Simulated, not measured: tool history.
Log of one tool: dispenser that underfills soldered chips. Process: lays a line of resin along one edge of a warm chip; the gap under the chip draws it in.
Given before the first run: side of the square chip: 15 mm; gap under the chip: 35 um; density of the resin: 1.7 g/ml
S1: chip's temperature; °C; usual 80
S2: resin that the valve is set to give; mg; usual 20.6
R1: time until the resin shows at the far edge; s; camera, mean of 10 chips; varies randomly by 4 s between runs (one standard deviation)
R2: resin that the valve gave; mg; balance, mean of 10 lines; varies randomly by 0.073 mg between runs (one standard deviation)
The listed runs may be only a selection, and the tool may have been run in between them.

run 1 day=0 | S1=80 S2=20.6 | R1=571 R2=19.28
-- day=0.496 new syringe of resin
run 2 day=0.608 | S1=80 S2=20.6 | R1=487.6 R2=19.1
-- day=1.212 new syringe of resin
run 3 day=1.212 | S1=80 S2=20.6 | R1=414.3 R2=19.13
-- day=1.329 dispensing valve cleaned and set on the balance
run 4 day=1.938 | S1=80 S2=20.6 | R1=1117.7 R2=20.57
-- day=1.996 new syringe of resin
run 5 day=2.4 | S1=80 S2=20.6 | R1=712 R2=20.61
-- day=2.729 new syringe of resin
run 6 day=3 | S1=80 S2=20.6 | R1=610.3 R2=20.37
-- day=3.458 new syringe of resin
run 7 day=3.654 | S1=81 S2=20.6 | R1=529.6 R2=20.33
-- day=4.208 new syringe of resin
run 8 day=4.275 | S1=81 S2=20.6 | R1=441.8 R2=20.26
run 9 day=4.788 | S1=80 S2=25.5 | R1=899.2 R2=24.85
-- day=4.933 new syringe of resin
run 10 day=5.121 | S1=80 S2=19.9 | R1=547.5 R2=19.31
run 11 day=5.608 | S1=80 S2=19.9 | R1=1099 R2=19.27
-- day=5.658 new syringe of resin
run 12 day=6.079 | S1=80 S2=19.9 | R1=773 R2=19.19
-- day=6.4 new syringe of resin
run 13 day=6.429 | S1=80 S2=19.9 | R1=439.9 R2=19.15
run 14 day=6.933 | S1=80 S2=19.9 | R1=911.7 R2=19.08
-- day=7.158 new syringe of resin
run 15 day=7.246 | S1=80 S2=19.9 | R1=483.4 R2=18.89
run 16 day=7.625 | S1=93 S2=19.9 | R1=516.1 R2=18.84
-- day=7.883 new syringe of resin
run 17 day=8.308 | S1=93 S2=19.9 | R1=492.7 R2=18.73
-- day=8.596 new syringe of resin
run 18 day=8.771 | S1=73 S2=23.9 | R1=709.9 R2=22.56
run 19 day=9.242 | S1=76 S2=26 | R1=1220.9 R2=24.38
-- day=9.308 new syringe of resin
run 20 day=9.762 | S1=74 S2=21 | R1=1006.7 R2=19.53
-- day=10.046 new syringe of resin
-- day=10.371 dispensing valve cleaned and set on the balance
run 21 day=10.508 | S1=79 S2=22.3 | R1=806.2 R2=22.25
-- day=10.833 new syringe of resin
run 22 day=11.129 | S1=65 S2=19 | R1=1226.3 R2=18.84
-- day=11.558 new syringe of resin
run 23 day=11.558 | S1=65 S2=19 | R1=794.4 R2=18.75
run 24 day=12.071 | S1=89 S2=19 | R1=643.7 R2=18.79
-- day=12.296 new syringe of resin
run 25 day=12.517 | S1=93 S2=23.3 | R1=361.4 R2=22.81
-- day=13.012 new syringe of resin
run 26 day=13.012 | S1=93 S2=23.3 | R1=265.6 R2=22.85
run 27 day=13.342 | S1=67 S2=23.7 | R1=1137.8 R2=23.17
-- day=13.721 new syringe of resin
run 28 day=13.883 | S1=67 S2=22.3 | R1=903.9 R2=21.71
run 29 day=14.288 | S1=67 S2=22.3 | R1=1580 R2=21.49
-- day=14.425 new syringe of resin
run 30 day=14.95 | S1=65 S2=26.8 | R1=1622.2 R2=25.7
-- day=15.15 new syringe of resin
run 31 day=15.446 | S1=67 S2=18.7 | R1=1162.6 R2=17.84
run 32 day=15.833 | S1=68 S2=24.2 | R1=1833.8 R2=23.04
-- day=15.875 new syringe of resin
run 33 day=16.208 | S1=89 S2=18.3 | R1=517.3 R2=17.44
-- day=16.596 new syringe of resin
run 34 day=16.608 | S1=76 S2=25 | R1=507.6 R2=23.59

What if the next run were any one of these 4? Each begins from the tool's condition after run 34:
run A day=16.888 | S1=79 S2=21.1 | R1=? R2=?
run B day=16.888 | S1=93 S2=22.5 | R1=? R2=?
run C day=16.888 | S1=79 S2=19.2 | R1=? R2=?
run D day=16.888 | S1=80 S2=18.1 | R1=? R2=?

run=A R1=705.3 R2=19.94
run=B R1=413.2 R2=21.33
run=C R1=718.3 R2=18.21
run=D R1=690.5 R2=17.05
Take away the tool's hidden state, keep each run's random variation, and the runs would have read:
run=A R1=416 R2=21.09
run=B R1=246.3 R2=22.56
run=C R1=421.8 R2=19.26
run=D R1=404.2 R2=18.04
